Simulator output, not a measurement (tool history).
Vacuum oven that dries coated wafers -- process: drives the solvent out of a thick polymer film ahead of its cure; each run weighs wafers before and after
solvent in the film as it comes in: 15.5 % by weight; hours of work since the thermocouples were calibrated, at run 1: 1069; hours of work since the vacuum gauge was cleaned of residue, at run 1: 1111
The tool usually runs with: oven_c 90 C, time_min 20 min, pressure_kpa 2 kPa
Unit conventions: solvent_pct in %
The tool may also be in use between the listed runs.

| run | hour | oven_c | time_min | pressure_kpa | hours of work since the thermocouples were calibrated | hours of work since the vacuum gauge was cleaned of residue | solvent_pct |
|---|---|---|---|---|---|---|---|
| 1 | 0 | 90 | 20 | 2 | 1069 | 1111 | 2.71 |
| 2 | 34.9 | 90 | 20 | 2 | 1092 | 1134 | 2.71 |
| 3 | 62.2 | 90 | 20 | 2 | 1110 | 1152 | 2.73 |
| 4 | 91.2 | 90 | 20 | 2 | 1128 | 1171 | 2.71 |
| 5 | 128.2 | 90 | 20 | 2 | 1153 | 1195 | 2.8 |
| 6 | 150.2 | 90 | 13 | 2 | 1167 | 1209 | 4.39 |
| 7 | 189.1 | 90 | 13 | 2 | 1193 | 1235 | 4.45 |
| 8 | 219.9 | 90 | 13 | 2 | 1213 | 1255 | 4.37 |
| 9 | 249.6 | 90 | 13 | 2 | 1232 | 1274 | 4.4 |
| 10 | 290.9 | 90 | 13 | 2 | 1259 | 1301 | 4.49 |
| 11 | 331.2 | 90 | 13 | 2 | 1286 | 1328 | 4.42 |
| 12 | 367.3 | 90 | 20 | 2 | 1309 | 1351 | 2.6 |
| 13 | 394.7 | 90 | 20 | 2 | 1327 | 1369 | 2.64 |
| 14 | 416.8 | 90 | 20 | 2.55 | 1342 | 1384 | 2.91 |
| 15 | 439.6 | 90 | 20 | 2.55 | 1356 | 1399 | 2.95 |
| 16 | 487.2 | 90 | 20 | 2.55 | 1388 | 1430 | 2.93 |
| 17 | 519.1 | 90 | 20 | 1.21 | 1408 | 1451 | 2.4 |
| 18 | 542.8 | 85 | 27 | 3.86 | 1424 | 1466 | 3.67 |
| 19 | 586 | 85 | 27 | 3.86 | 1452 | 1495 | 3.63 |
| 20 | 639.5 | 92 | 28 | 6.97 | 1487 | 1530 | 3.42 |
| 21 | 665.4 | 98 | 19 | 4.62 | 1504 | 1546 | 2.27 |
| 22 | 711.2 | 98 | 19 | 4.62 | 1534 | 1576 | 2.19 |
| 23 | 755.1 | 85 | 35 | 1.91 | 1563 | 1605 | 2.03 |
| 24 | 795.8 | 97 | 22 | 1.05 | 1590 | 1632 | 0.93 |
| 25 | 840.2 | 100 | 20 | 2 | 1619 | 1661 | 1.09 |
|  | 868.2 | oven's thermocouples calibrated |
| 26 | 878.2 | 100 | 20 | 2 | 7 | 1684 | 1.06 |
| 27 | 931.6 | 104 | 20 | 3.14 | 41 | 1719 | 0.99 |
| 28 | 960.8 | 90 | 10 | 1.15 | 61 | 1738 | 5.17 |
| 29 | 988.6 | 90 | 10 | 3.28 | 79 | 1757 | 5.8 |
| 30 | 1013.3 | 97 | 35 | 5.48 | 95 | 1773 | 1.96 |
| 31 | 1053.6 | 80 | 35 | 6.52 | 121 | 1799 | 5.75 |
| 32 | 1083 | 101 | 13 | 4.73 | 141 | 1818 | 2.68 |
| 33 | 1120.5 | 90 | 13 | 2 | 165 | 1843 | 4.45 |

What differs in the tool's unlogged condition from the final listed run ahead of each entry between runs to the first listed run following it?
After run 25, before run 26: oven's thermocouples calibrated (hour 868.2)
  true wafer temperature over the reading, C: -0.12 -> -0.01; true pressure over the reading, kPa: 0.025 -> 0.026

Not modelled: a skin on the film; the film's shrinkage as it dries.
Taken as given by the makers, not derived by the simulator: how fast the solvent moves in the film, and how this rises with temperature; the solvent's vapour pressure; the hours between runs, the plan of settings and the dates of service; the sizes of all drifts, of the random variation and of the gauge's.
